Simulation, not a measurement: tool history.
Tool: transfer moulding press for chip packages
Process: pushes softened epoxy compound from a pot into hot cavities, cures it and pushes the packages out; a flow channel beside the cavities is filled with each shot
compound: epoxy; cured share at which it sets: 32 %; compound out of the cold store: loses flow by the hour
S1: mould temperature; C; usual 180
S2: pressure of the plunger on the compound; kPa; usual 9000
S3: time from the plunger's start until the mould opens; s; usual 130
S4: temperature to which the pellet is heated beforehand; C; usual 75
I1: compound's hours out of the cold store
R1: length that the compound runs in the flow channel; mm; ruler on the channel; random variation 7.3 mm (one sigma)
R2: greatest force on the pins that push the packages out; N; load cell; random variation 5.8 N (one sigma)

run,day,S1,S2,S3,S4,I1,R1,R2
1,0,180,9000,130,75,8.8,844,347
2,0.854,180,9000,130,75,34.7,786,353
# day 1.488: cavities cleaned with cleaning compound and waxed
3,1.638,180,9000,147,75,13.6,836,207
4,2.392,180,9000,147,75,27.4,788,228
5,3.833,180,9000,147,75,45.9,754,270
6,4.742,180,9000,147,75,10.8,833,310
7,5.954,180,9000,130,75,24.6,790,349
# day 6.929: cavities cleaned with cleaning compound and waxed
8,7.471,180,9000,130,75,15.2,817,234
9,8.146,180,9000,132,75,38.8,746,249
10,9.425,180,9000,132,75,41.2,748,298
11,10.808,180,9000,130,75,44.8,738,337
12,11.75,180,7840,130,75,19.6,738,364
# day 12.375: cavities cleaned with cleaning compound and waxed
13,12.596,180,9000,130,75,23,769,223
14,13.833,180,9000,162,75,27.7,766,232
15,15.071,176,9000,130,75,13.9,811,381
16,16.062,172,7800,111,69,24.8,741,696
17,17,172,7800,111,69,37.4,711,789
# day 17.492: plunger's sealing rings changed
# day 17.871: cavities cleaned with cleaning compound and waxed
18,18.188,182,9000,130,66,34.9,805,218
19,19.042,186,9000,162,66,33.8,806,228
20,20.075,186,9000,162,66,38.6,791,255
21,21.321,176,9680,166,75,23.2,886,291
22,21.992,173,9680,150,75,43.4,851,391
23,22.771,184,9680,127,75,29.4,822,348
# day 23.246: cavities cleaned with cleaning compound and waxed
24,23.946,184,9680,127,74,22,849,220
25,24.767,184,9680,127,74,16.1,871,254
26,25.921,180,7350,167,75,17.7,762,272
27,27.429,178,9000,123,85,36.4,810,388
28,28.429,178,9000,123,85,10.7,863,430
# day 28.617: cavities cleaned with cleaning compound and waxed
29,29.55,180,9000,152,80,46.1,757,223

Forecast each of these 4 alternatives for the next run:
A,30.467,173,8600,152,68,45.9,?,?
B,30.467,184,8170,135,80,28.9,?,?
C,30.467,180,10000,116,80,23.9,?,?
D,30.467,180,7600,152,80,37,?,?

run,R1,R2
A,775,318
B,746,250
C,851,336
D,711,267
Without the tool's hidden state the same runs would have given:
run,R1,R2
A,815,240
B,784,180
C,894,254
D,748,193
